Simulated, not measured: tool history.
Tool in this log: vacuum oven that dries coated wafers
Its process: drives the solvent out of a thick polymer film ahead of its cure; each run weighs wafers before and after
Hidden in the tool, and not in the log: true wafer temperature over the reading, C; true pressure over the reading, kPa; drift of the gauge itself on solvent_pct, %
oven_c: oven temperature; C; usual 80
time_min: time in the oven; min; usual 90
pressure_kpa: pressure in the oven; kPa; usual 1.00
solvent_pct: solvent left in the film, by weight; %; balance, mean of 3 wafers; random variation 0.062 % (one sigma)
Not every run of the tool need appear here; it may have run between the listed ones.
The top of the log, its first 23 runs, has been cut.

run	hour	oven_c	time_min	pressure_kpa	hours of work since the thermocouples were calibrated	hours of work since the vacuum gauge was cleaned of residue	solvent_pct
24	896.9	88	78	2.18	488	957	2.15
25	943.4	73	105	1.26	510	979	6.91
26	965.9	84	46	3.09	521	990	6.83
27	1009.2	84	46	3.11	541	1010	6.84
28	1050.1	89	90	0.55	561	1030	1.19
29	1092.1	78	90	2.20	581	1050	5.63
30	1132.6	80	52	3.66	600	1069	8.19
31	1178.8	74	90	1.00	622	1091	7.14
32	1216.9	93	148	3.29	640	1109	0.85
33	1243.9	95	90	1.10	652	1121	0.47
34	1279.1	69	142	2.22	669	1138	7.73
35	1322.6	69	142	2.22	690	1159	7.71
36	1368.2	91	93	1.00	711	1180	0.98
37	1394.1	91	93	1.00	723	1193	1.03

Alternative continuations, all from the tool just after run 37; predict every row:
A	1425.5	91	92	1.54	738	1207	?
B	1425.5	91	89	0.54	738	1207	?
C	1425.5	89	93	2.97	738	1207	?

run	solvent_pct
A	1.09
B	0.90
C	1.76
With no hidden state in the tool, these same runs would have given:
run	solvent_pct
A	0.73
B	0.54
C	1.29

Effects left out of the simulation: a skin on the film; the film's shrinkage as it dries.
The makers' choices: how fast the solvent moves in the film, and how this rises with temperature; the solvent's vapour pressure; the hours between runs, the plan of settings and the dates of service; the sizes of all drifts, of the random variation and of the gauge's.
